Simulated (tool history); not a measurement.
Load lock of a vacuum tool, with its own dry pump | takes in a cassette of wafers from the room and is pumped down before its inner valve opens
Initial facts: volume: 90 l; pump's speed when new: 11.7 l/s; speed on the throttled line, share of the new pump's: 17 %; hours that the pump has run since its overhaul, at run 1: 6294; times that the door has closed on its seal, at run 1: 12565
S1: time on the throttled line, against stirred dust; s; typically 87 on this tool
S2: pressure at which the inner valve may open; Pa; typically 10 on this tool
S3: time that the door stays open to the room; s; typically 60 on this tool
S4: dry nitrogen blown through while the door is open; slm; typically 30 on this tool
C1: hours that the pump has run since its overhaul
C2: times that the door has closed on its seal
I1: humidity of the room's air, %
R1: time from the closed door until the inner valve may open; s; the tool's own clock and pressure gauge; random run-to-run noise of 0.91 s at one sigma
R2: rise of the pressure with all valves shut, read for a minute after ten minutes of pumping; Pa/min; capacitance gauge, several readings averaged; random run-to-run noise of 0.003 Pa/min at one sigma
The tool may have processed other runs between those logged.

run,hour,S1,S2,S3,S4,C1,C2,I1,R1,R2
1,0.0,87,10,60,30,6294,12565,44.0,154.9,0.134
2,83.4,87,19,60,30,6377,12833,47.6,149.8,0.131
3,188.4,87,10,40,30,6482,13170,46.5,155.1,0.136
4,271.7,87,10,40,30,6566,13438,41.6,156.1,0.142
5,317.2,80,10,60,30,6611,13584,45.2,149.1,0.140
6,404.5,80,10,159,30,6699,13865,44.6,150.6,0.150
7,454.9,92,16,26,14,6749,14027,46.6,154.4,0.156
8,518.2,92,16,26,14,6812,14231,46.5,154.7,0.153
9,616.6,87,10,54,30,6911,14547,44.7,155.8,0.151
10,721.8,87,8,39,10,7016,14885,49.6,159.0,0.164
11,823.5,87,17,116,10,7118,15212,47.8,151.7,0.180
12,910.1,87,17,116,10,7204,15491,44.6,150.7,0.181

Subtracting, for every run, the result it would have given without the tool's unlogged condition from the measured result gives the following. The same run-to-run variation enters both numbers; the gauge's scatter may not:
Unlogged tool condition in this case: pump's speed, % of a new pump's; leak at the door's seal, Pa l/s; drift of the gauge itself on ready_s, %; drift of the gauge itself on rise_pa_min, %.
run,R1,R2
1,+11.3,+0.116
2,+10.6,+0.116
3,+11.6,+0.119
4,+11.8,+0.125
5,+12.1,+0.123
6,+12.4,+0.128
7,+11.1,+0.131
8,+11.3,+0.132
9,+12.5,+0.138
10,+13.1,+0.142
11,+12.1,+0.144
12,+12.2,+0.148
